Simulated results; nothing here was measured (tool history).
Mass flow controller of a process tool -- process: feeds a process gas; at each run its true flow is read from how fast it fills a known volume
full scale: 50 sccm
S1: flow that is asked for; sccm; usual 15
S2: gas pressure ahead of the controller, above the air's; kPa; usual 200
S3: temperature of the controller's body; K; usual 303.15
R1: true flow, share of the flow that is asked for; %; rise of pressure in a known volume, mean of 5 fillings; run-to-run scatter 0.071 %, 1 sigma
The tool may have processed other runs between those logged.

run 1 hour=0 | S1=15 S2=200 S3=303.15 | R1=100.2
run 2 hour=60.8 | S1=15 S2=200 S3=303.15 | R1=100.36
run 3 hour=126.7 | S1=15 S2=200 S3=303.15 | R1=100.26
run 4 hour=201.7 | S1=15 S2=200 S3=303.15 | R1=100.42
run 5 hour=257.2 | S1=15 S2=200 S3=303.15 | R1=100.33
run 6 hour=307 | S1=15 S2=200 S3=303.15 | R1=100.24
run 7 hour=383.1 | S1=15 S2=243 S3=303.15 | R1=100.19
run 8 hour=459.1 | S1=15 S2=243 S3=303.15 | R1=100.2
run 9 hour=501.3 | S1=15 S2=243 S3=303.15 | R1=100.19
run 10 hour=536.6 | S1=15 S2=200 S3=303.15 | R1=100.32
run 11 hour=604 | S1=7 S2=200 S3=303.15 | R1=100.93
run 12 hour=655.9 | S1=15 S2=200 S3=303.15 | R1=100.3
run 13 hour=712.7 | S1=15 S2=200 S3=293.15 | R1=99.52
run 14 hour=770.4 | S1=15 S2=200 S3=293.15 | R1=99.46
run 15 hour=801.4 | S1=15 S2=200 S3=293.15 | R1=99.54
run 16 hour=846.7 | S1=21 S2=220 S3=303.15 | R1=100.06
-- hour=852.8 controller's zero set anew
run 17 hour=896.6 | S1=14 S2=241 S3=296.15 | R1=100.05
run 18 hour=949.7 | S1=14 S2=159 S3=296.15 | R1=100.23
run 19 hour=993.8 | S1=14 S2=159 S3=296.15 | R1=100.29
run 20 hour=1039.1 | S1=14 S2=159 S3=304.15 | R1=100.85
run 21 hour=1071.4 | S1=14 S2=159 S3=304.15 | R1=100.93
run 22 hour=1138.7 | S1=14 S2=159 S3=304.15 | R1=100.82
-- hour=1154.3 controller's zero set anew, once more
run 23 hour=1182.4 | S1=14 S2=159 S3=304.15 | R1=99.84
run 24 hour=1244.1 | S1=14 S2=159 S3=304.15 | R1=99.77
run 25 hour=1306.7 | S1=5 S2=267 S3=312.15 | R1=100.64
run 26 hour=1363.3 | S1=15 S2=235 S3=304.15 | R1=99.81
run 27 hour=1435.8 | S1=15 S2=235 S3=304.15 | R1=99.83
run 28 hour=1508.5 | S1=11 S2=200 S3=303.15 | R1=99.82

What if the next run were any one of these 3? Each begins from the tool's condition after run 28:
run A hour=1550.8 | S1=33 S2=171 S3=303.15 | R1=?
run B hour=1550.8 | S1=11 S2=200 S3=312.15 | R1=?
run C hour=1550.8 | S1=12 S2=183 S3=299.15 | R1=?

run=A R1=99.87
run=B R1=100.61
run=C R1=99.52
Had the tool no hidden state, the same runs would have come out as:
run=A R1=100.31
run=B R1=100.86
run=C R1=99.8
